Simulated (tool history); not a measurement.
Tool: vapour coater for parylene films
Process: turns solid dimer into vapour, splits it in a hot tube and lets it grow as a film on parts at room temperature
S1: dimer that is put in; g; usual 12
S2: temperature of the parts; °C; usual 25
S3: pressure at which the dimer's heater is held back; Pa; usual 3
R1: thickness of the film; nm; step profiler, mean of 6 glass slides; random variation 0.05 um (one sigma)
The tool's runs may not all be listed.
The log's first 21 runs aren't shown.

-- day=37.588 trap's valve overhauled
run 22 day=37.992 | S1=12 S2=30 S3=3 | R1=8250
run 23 day=39.246 | S1=12 S2=30 S3=3 | R1=8340
run 24 day=40.717 | S1=7 S2=20 S3=3 | R1=5700
run 25 day=42.067 | S1=7 S2=31 S3=6.2 | R1=4060
run 26 day=43.417 | S1=6 S2=25 S3=3.53 | R1=4320
run 27 day=44.875 | S1=6 S2=25 S3=3.53 | R1=4300
run 28 day=47.371 | S1=6 S2=25 S3=7.97 | R1=3670
run 29 day=48.771 | S1=8 S2=24 S3=4.84 | R1=5410
run 30 day=50.321 | S1=16 S2=34 S3=11.21 | R1=7770
run 31 day=52.479 | S1=12 S2=20 S3=11.04 | R1=7340
run 32 day=54.188 | S1=12 S2=31 S3=5.12 | R1=7090
run 33 day=55.508 | S1=12 S2=31 S3=5.12 | R1=7050
run 34 day=57.771 | S1=12 S2=31 S3=5.12 | R1=6980
run 35 day=60.15 | S1=16 S2=26 S3=2.02 | R1=12110
run 36 day=61.475 | S1=14 S2=27 S3=3.22 | R1=9510
run 37 day=62.992 | S1=12 S2=33 S3=3.81 | R1=7180
run 38 day=64.946 | S1=18 S2=31 S3=3.81 | R1=10970
run 39 day=66.683 | S1=14 S2=29 S3=3 | R1=9150
run 40 day=68.354 | S1=14 S2=29 S3=3 | R1=9070
run 41 day=69.538 | S1=7 S2=23 S3=3 | R1=5060
run 42 day=71.708 | S1=12 S2=19 S3=3 | R1=9190
-- day=73.204 trap's valve overhauled
run 43 day=74.167 | S1=16 S2=21 S3=2.32 | R1=13500

The next listed run, before its measurement:
run 44 day=76.183 | S1=18 S2=36 S3=3 | R1=?

{"run 44": {"R1": 11200}}
Without the tool's hidden state the same run would have given R1 11490 nm.
